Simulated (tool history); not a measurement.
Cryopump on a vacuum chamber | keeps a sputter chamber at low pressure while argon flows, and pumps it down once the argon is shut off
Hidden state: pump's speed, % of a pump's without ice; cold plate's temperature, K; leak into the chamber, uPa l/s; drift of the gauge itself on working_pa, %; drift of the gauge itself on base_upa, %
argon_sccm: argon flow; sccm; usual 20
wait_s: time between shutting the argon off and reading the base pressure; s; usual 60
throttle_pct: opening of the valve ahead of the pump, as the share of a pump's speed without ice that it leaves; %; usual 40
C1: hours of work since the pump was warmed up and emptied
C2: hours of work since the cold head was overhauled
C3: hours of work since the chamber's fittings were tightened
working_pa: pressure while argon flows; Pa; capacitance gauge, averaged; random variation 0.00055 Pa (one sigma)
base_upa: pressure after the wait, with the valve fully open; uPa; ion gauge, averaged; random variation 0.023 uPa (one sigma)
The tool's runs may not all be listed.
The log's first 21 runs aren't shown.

Run 22, day 15.812: usual settings but argon_sccm 17 sccm, throttle_pct 26 %; C1 506; C2 506; C3 574. Result: working_pa 0.0788 Pa, base_upa 1.43 uPa.
Run 23, day 16.421: usual settings but argon_sccm 17 sccm, throttle_pct 26 %; C1 516; C2 516; C3 583. Result: working_pa 0.0804 Pa, base_upa 1.45 uPa.
Run 24, day 17.329: usual settings but argon_sccm 34 sccm, wait_s 26 s, throttle_pct 43 %; C1 529; C2 529; C3 597. Result: working_pa 0.0977 Pa, base_upa 2.08 uPa.
Run 25, day 17.958: usual settings but argon_sccm 34 sccm, wait_s 26 s, throttle_pct 43 %; C1 539; C2 539; C3 606. Result: working_pa 0.0978 Pa, base_upa 2.13 uPa.
Run 26, day 18.775: usual settings but argon_sccm 27 sccm, wait_s 38 s, throttle_pct 16 %; C1 551; C2 551; C3 619. Result: working_pa 0.2033 Pa, base_upa 1.82 uPa.
Run 27, day 19.208: usual settings but argon_sccm 37 sccm, wait_s 56 s, throttle_pct 23 %; C1 558; C2 558; C3 625. Result: working_pa 0.1961 Pa, base_upa 1.55 uPa.
Run 28, day 19.904: usual settings but wait_s 31 s, throttle_pct 29 %; C1 568; C2 568; C3 636. Result: working_pa 0.0853 Pa, base_upa 1.96 uPa.
Run 29, day 20.608: usual settings but argon_sccm 25 sccm, wait_s 31 s, throttle_pct 29 %; C1 579; C2 579; C3 646. Result: working_pa 0.1048 Pa, base_upa 1.97 uPa.
Run 30, day 21.129: usual settings but argon_sccm 12 sccm, wait_s 148 s; C1 587; C2 587; C3 654. Result: working_pa 0.0376 Pa, base_upa 1.24 uPa.

Forecast each of these 4 alternatives for the next run:
Run A, day 21.638: usual settings but argon_sccm 19 sccm, wait_s 122 s; C1 594; C2 594; C3 662. Result: working_pa ?, base_upa ?.
Run B, day 21.638: usual settings but argon_sccm 32 sccm, throttle_pct 48 %; C1 594; C2 594; C3 662. Result: working_pa ?, base_upa ?.
Run C, day 21.638: usual settings but argon_sccm 34 sccm, wait_s 51 s, throttle_pct 51 %; C1 594; C2 594; C3 662. Result: working_pa ?, base_upa ?.
Run D, day 21.638: usual settings but argon_sccm 15 sccm, wait_s 236 s, throttle_pct 19 %; C1 594; C2 594; C3 662. Result: working_pa ?, base_upa ?.

run  working_pa  base_upa
  A      0.0593      1.31
  B      0.0836      1.54
  C      0.0849      1.63
  D      0.0959      1.18
Without the tool's hidden state the same runs would have given:
run  working_pa  base_upa
  A      0.0557      0.41
  B      0.0775      0.67
  C      0.0785      0.75
  D       0.093       0.3
